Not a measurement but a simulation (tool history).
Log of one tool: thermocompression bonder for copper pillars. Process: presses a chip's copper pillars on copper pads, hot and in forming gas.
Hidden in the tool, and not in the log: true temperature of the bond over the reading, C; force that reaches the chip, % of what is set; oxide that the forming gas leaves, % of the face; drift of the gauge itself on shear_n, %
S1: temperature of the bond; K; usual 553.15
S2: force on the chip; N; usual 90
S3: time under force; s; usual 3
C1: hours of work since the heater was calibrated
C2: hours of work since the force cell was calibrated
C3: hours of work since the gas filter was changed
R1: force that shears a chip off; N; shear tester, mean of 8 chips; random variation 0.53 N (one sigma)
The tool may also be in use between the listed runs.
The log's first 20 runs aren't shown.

At hour 801.8: heater calibrated with a thermocouple chip, once more.
Run 21, hour 833.4: usual settings but S1 547.15 K, S2 91 N, S3 2 s; C1 13; C2 624; C3 315. Result: R1 53.8 N.
Run 22, hour 877.9: usual settings but S1 527.15 K, S2 91 N, S3 2 s; C1 31; C2 643; C3 334. Result: R1 45.1 N.
At hour 901.8: forming gas filter changed.
Run 23, hour 912.6: usual settings but S1 526.15 K, S2 56 N, S3 2 s; C1 45; C2 657; C3 4. Result: R1 35.5 N.
Run 24, hour 956.3: usual settings but S1 526.15 K, S2 56 N, S3 2 s; C1 63; C2 675; C3 22. Result: R1 36.2 N.
Run 25, hour 1017.2: usual settings but S3 6 s; C1 88; C2 700; C3 48. Result: R1 76.7 N.
Run 26, hour 1053.4: usual settings but S1 566.15 K, S3 6 s; C1 103; C2 715; C3 62. Result: R1 80.8 N.
Run 27, hour 1091.8: usual settings but S1 566.15 K, S3 6 s; C1 119; C2 730; C3 78. Result: R1 79.9 N.
Run 28, hour 1144.4: usual settings but S1 566.15 K, S3 6 s; C1 141; C2 752; C3 100. Result: R1 79.7 N.
Run 29, hour 1205.3: usual settings but S1 566.15 K, S3 2 s; C1 166; C2 777; C3 125. Result: R1 63.4 N.
Run 30, hour 1262.6: usual settings but S1 566.15 K, S3 2 s; C1 190; C2 801; C3 149. Result: R1 63.7 N.

Forecast each of these 3 alternatives for the next run:
Run A, hour 1299.8: usual settings but S1 572.15 K, S3 5 s; C1 205; C2 816; C3 164. Result: R1 ?.
Run B, hour 1299.8: usual settings but S1 530.15 K, S2 96 N, S3 2 s; C1 205; C2 816; C3 164. Result: R1 ?.
Run C, hour 1299.8: usual settings but S1 549.15 K; C1 205; C2 816; C3 164. Result: R1 ?.

run    R1
  A  78.1
  B  50.7
  C  63.3
Without the tool's hidden state the same runs would have given:
run    R1
  A  80.3
  B  51.8
  C  64.9
